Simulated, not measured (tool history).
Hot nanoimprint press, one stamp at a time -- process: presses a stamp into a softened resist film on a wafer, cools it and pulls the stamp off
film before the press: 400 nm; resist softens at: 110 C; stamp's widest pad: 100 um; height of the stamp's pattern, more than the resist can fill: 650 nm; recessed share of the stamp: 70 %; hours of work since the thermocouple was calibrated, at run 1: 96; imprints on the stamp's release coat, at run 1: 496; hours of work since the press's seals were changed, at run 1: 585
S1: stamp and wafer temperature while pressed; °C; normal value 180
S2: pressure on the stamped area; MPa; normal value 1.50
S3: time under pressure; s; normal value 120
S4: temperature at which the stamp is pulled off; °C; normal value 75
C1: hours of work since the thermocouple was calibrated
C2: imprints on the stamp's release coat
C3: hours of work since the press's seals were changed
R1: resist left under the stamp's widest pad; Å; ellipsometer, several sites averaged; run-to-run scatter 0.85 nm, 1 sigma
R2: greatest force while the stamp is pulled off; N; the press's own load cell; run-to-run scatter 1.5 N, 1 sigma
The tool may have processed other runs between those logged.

run,hour,S1,S2,S3,S4,C1,C2,C3,R1,R2
1,0.0,180,1.50,120,75,96,496,585,2019,226
2,31.7,180,1.50,120,75,111,574,600,2039,224
# hour 56.8: stamp cleaned and given a new release coat
3,61.2,180,1.50,120,75,122,11,612,2045,207
4,85.4,180,1.50,120,75,133,70,623,2036,208
5,108.4,180,1.50,120,75,144,126,634,2058,211
6,132.4,180,1.50,120,75,156,186,645,2058,213
7,150.7,180,1.50,163,75,164,231,654,1874,214
8,163.7,187,1.50,120,75,171,263,660,1553,216
9,183.0,187,1.50,120,75,180,310,669,1562,214
10,212.2,187,1.50,238,75,194,382,683,1216,220
11,236.4,182,1.17,120,75,205,441,695,2158,227
12,260.2,172,1.17,169,72,216,500,706,2787,238
13,273.7,184,1.17,169,76,223,533,713,1788,224
14,288.3,184,1.17,169,76,230,569,720,1794,224

Table of differences, measured result less the result of that run with no hidden state. Run-to-run variation is the same in both. Gauge scatter possibly is not:
The hidden state here: true temperature over the reading, C; pressure that arrives at the usual setting, %; grip of the stamp's worn release coat, % over a new coat's; drift of the gauge itself on residual_nm, %; drift of the gauge itself on pull_off_n, %.
run,R1,R2
1,+61,+19
2,+67,+22
3,+72,+1
4,+76,+4
5,+81,+6
6,+85,+8
7,+85,+10
8,+75,+12
9,+78,+13
10,+67,+16
11,+92,+19
12,+102,+23
13,+88,+22
14,+91,+24
